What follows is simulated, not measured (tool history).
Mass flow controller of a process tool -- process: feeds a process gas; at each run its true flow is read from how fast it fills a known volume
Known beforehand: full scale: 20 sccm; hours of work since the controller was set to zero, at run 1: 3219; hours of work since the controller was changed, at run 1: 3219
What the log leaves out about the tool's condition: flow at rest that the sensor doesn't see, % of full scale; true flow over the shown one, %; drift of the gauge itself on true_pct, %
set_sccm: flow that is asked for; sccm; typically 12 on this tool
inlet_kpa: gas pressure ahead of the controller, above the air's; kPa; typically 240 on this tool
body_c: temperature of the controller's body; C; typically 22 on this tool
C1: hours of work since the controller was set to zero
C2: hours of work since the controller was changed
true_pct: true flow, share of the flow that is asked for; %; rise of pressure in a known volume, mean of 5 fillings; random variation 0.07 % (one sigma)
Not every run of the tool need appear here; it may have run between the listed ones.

Run 1, hour 0: usual settings; C1 3219; C2 3219. Result: true_pct 98.32 %.
Run 2, hour 163.1: usual settings; C1 3312; C2 3312. Result: true_pct 98.51 %.
Run 3, hour 310.8: usual settings; C1 3397; C2 3397. Result: true_pct 98.56 %.
Run 4, hour 559.1: usual settings; C1 3538; C2 3538. Result: true_pct 98.54 %.
Run 5, hour 764.8: usual settings; C1 3655; C2 3655. Result: true_pct 98.73 %.
Run 6, hour 1030.4: usual settings but inlet_kpa 152 kPa; C1 3807; C2 3807. Result: true_pct 99.32 %.
Run 7, hour 1339.7: usual settings but body_c 29 C; C1 3983; C2 3983. Result: true_pct 99.64 %.
Run 8, hour 1575.7: usual settings but body_c 29 C; C1 4118; C2 4118. Result: true_pct 99.78 %.
Run 9, hour 1886.6: usual settings but body_c 29 C; C1 4295; C2 4295. Result: true_pct 99.9 %.
Run 10, hour 2176.7: usual settings but body_c 29 C; C1 4460; C2 4460. Result: true_pct 100.21 %.
Run 11, hour 2435.9: usual settings but body_c 23 C; C1 4608; C2 4608. Result: true_pct 99.54 %.
Run 12, hour 2650.2: usual settings but inlet_kpa 168 kPa, body_c 20 C; C1 4730; C2 4730. Result: true_pct 99.91 %.
Run 13, hour 2798.7: usual settings but set_sccm 2 sccm, inlet_kpa 144 kPa, body_c 23 C; C1 4815; C2 4815. Result: true_pct 99.05 %.
Run 14, hour 2943.3: usual settings but inlet_kpa 257 kPa, body_c 25 C; C1 4897; C2 4897. Result: true_pct 100.11 %.

Run 15 comes next. What will it give?
Run 15, hour 3270: usual settings but inlet_kpa 257 kPa, body_c 25 C; C1 5084; C2 5084. Result: true_pct ?.

true_pct: 100.17 %
Without the tool's hidden state the same run would have given true_pct 98.54 %.
